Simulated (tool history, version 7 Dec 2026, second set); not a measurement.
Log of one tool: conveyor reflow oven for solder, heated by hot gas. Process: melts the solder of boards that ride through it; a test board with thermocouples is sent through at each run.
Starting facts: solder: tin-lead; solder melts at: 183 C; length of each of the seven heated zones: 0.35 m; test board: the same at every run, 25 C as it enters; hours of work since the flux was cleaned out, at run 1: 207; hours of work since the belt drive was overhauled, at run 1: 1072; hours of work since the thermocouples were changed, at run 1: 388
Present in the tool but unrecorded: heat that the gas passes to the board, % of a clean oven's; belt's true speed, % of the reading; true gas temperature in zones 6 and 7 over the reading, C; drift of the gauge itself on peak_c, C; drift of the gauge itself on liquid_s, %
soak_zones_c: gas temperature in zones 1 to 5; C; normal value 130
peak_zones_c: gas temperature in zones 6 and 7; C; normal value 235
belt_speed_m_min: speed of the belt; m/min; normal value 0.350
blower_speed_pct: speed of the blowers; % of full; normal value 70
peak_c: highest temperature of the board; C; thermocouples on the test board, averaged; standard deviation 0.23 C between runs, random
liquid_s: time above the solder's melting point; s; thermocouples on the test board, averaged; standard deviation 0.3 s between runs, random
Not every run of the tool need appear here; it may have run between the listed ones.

| run | hour | soak_zones_c | peak_zones_c | belt_speed_m_min | blower_speed_pct | hours of work since the flux was cleaned out | hours of work since the belt drive was overhauled | hours of work since the thermocouples were changed | peak_c | liquid_s |
|---|---|---|---|---|---|---|---|---|---|---|
| 1 | 0.0 | 130 | 235 | 0.350 | 70 | 207 | 1072 | 388 | 218.0 | 87.1 |
| 2 | 34.2 | 130 | 235 | 0.350 | 70 | 226 | 1091 | 407 | 218.1 | 86.8 |
| 3 | 76.3 | 130 | 235 | 0.350 | 61 | 250 | 1114 | 431 | 214.8 | 82.1 |
| 4 | 125.7 | 130 | 235 | 0.350 | 61 | 278 | 1142 | 459 | 215.0 | 81.6 |
| 5 | 176.6 | 135 | 235 | 0.350 | 70 | 306 | 1171 | 488 | 218.8 | 90.5 |
| 6 | 251.8 | 130 | 247 | 0.350 | 70 | 349 | 1213 | 530 | 228.6 | 98.2 |
|  | 328.2 | flux residue cleaned out of gas plates and filters |
| 7 | 329.3 | 130 | 247 | 0.350 | 70 | 1 | 1254 | 571 | 229.0 | 97.8 |
| 8 | 402.5 | 130 | 239 | 0.350 | 70 | 42 | 1295 | 612 | 221.1 | 91.0 |
| 9 | 456.2 | 130 | 239 | 0.350 | 70 | 72 | 1325 | 642 | 221.7 | 90.5 |
| 10 | 523.4 | 130 | 239 | 0.350 | 70 | 110 | 1363 | 680 | 221.6 | 91.1 |
| 11 | 563.9 | 130 | 239 | 0.350 | 70 | 133 | 1386 | 703 | 221.6 | 91.0 |
| 12 | 599.1 | 130 | 235 | 0.350 | 83 | 152 | 1406 | 722 | 222.1 | 91.9 |
|  | 622.9 | thermocouples of zones 6 and 7 changed |
| 13 | 653.9 | 130 | 235 | 0.350 | 83 | 182 | 1435 | 17 | 222.0 | 92.1 |
| 14 | 690.0 | 115 | 233 | 0.350 | 62 | 202 | 1456 | 38 | 210.7 | 69.4 |
| 15 | 750.5 | 115 | 233 | 0.307 | 62 | 236 | 1490 | 72 | 215.2 | 88.8 |
| 16 | 813.9 | 130 | 235 | 0.306 | 65 | 272 | 1525 | 107 | 220.8 | 104.4 |
| 17 | 892.1 | 123 | 233 | 0.376 | 70 | 316 | 1569 | 151 | 212.4 | 69.9 |
| 18 | 954.0 | 123 | 233 | 0.376 | 70 | 351 | 1604 | 186 | 212.7 | 69.9 |
| 19 | 1001.9 | 136 | 241 | 0.350 | 73 | 378 | 1631 | 213 | 225.2 | 98.1 |
|  | 1013.2 | belt drive overhauled, speed set with a stopwatch |
|  | 1028.5 | flux residue cleaned out of gas plates and filters |
| 20 | 1080.2 | 130 | 234 | 0.350 | 51 | 29 | 35 | 252 | 209.5 | 72.6 |
| 21 | 1115.5 | 130 | 236 | 0.330 | 82 | 49 | 55 | 272 | 223.6 | 100.8 |
| 22 | 1174.9 | 130 | 235 | 0.370 | 70 | 82 | 88 | 305 | 216.2 | 79.3 |
| 23 | 1235.5 | 144 | 233 | 0.394 | 70 | 116 | 122 | 340 | 215.0 | 79.9 |
| 24 | 1289.1 | 139 | 233 | 0.284 | 82 | 147 | 152 | 370 | 226.0 | 125.3 |
| 25 | 1341.5 | 134 | 232 | 0.350 | 70 | 176 | 182 | 399 | 216.1 | 86.2 |

What differs in the tool's unlogged condition from the final listed run ahead of each entry between runs to the first listed run following it?
In the gap between runs 6 and 7: flux residue cleaned out of gas plates and filters (hour 328.2)
  heat that the gas passes to the board, % of a clean oven's: 99.5 -> 99.9; true gas temperature in zones 6 and 7 over the reading, C: -0.08 -> -0.09
In the gap between runs 12 and 13: thermocouples of zones 6 and 7 changed (hour 622.9)
  heat that the gas passes to the board, % of a clean oven's: 99.8 -> 99.7; true gas temperature in zones 6 and 7 over the reading, C: -0.11 -> -0.01
In the gap between runs 19 and 20: belt drive overhauled, speed set with a stopwatch (hour 1013.2); flux residue cleaned out of gas plates and filters (hour 1028.5)
  heat that the gas passes to the board, % of a clean oven's: 99.5 -> 100; belt's true speed, % of the reading: 99.88 -> 99.99

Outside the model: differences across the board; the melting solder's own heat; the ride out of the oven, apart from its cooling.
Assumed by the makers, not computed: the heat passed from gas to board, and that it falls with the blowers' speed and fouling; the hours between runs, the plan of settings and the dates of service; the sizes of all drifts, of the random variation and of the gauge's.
